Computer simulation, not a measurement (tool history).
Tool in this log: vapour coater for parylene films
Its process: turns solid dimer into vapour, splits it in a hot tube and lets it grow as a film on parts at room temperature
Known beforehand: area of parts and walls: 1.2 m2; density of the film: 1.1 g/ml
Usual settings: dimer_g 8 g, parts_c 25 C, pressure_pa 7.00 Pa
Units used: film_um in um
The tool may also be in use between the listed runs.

run 1 hour=0.0 | dimer_g=8 parts_c=25 pressure_pa=7.00 | film_um=4.07
run 2 hour=15.2 | dimer_g=8 parts_c=25 pressure_pa=7.00 | film_um=4.11
run 3 hour=28.2 | dimer_g=8 parts_c=25 pressure_pa=5.70 | film_um=4.17
run 4 hour=36.2 | dimer_g=8 parts_c=25 pressure_pa=5.70 | film_um=4.15
run 5 hour=51.9 | dimer_g=8 parts_c=25 pressure_pa=5.70 | film_um=4.14
run 6 hour=63.0 | dimer_g=8 parts_c=25 pressure_pa=8.78 | film_um=4.04
run 7 hour=77.8 | dimer_g=11 parts_c=25 pressure_pa=5.11 | film_um=5.78
run 8 hour=93.6 | dimer_g=6 parts_c=20 pressure_pa=5.37 | film_um=3.54
run 9 hour=108.9 | dimer_g=11 parts_c=20 pressure_pa=5.37 | film_um=6.54
run 10 hour=124.9 | dimer_g=11 parts_c=20 pressure_pa=5.37 | film_um=6.52
run 11 hour=136.3 | dimer_g=3 parts_c=33 pressure_pa=3.02 | film_um=1.33

Each row is a separate what-if for the run after 11, all from the same tool condition, not one after another. Results?
run A hour=154.4 | dimer_g=4 parts_c=29 pressure_pa=2.30 | film_um=?
run B hour=154.4 | dimer_g=7 parts_c=31 pressure_pa=3.23 | film_um=?
run C hour=154.4 | dimer_g=3 parts_c=22 pressure_pa=2.52 | film_um=?
run D hour=154.4 | dimer_g=8 parts_c=25 pressure_pa=9.71 | film_um=?

run=A film_um=2.02
run=B film_um=3.27
run=C film_um=1.80
run=D film_um=3.97
Without the tool's unlogged condition, the same runs would have read:
run=A film_um=2.03
run=B film_um=3.29
run=C film_um=1.81
run=D film_um=3.98

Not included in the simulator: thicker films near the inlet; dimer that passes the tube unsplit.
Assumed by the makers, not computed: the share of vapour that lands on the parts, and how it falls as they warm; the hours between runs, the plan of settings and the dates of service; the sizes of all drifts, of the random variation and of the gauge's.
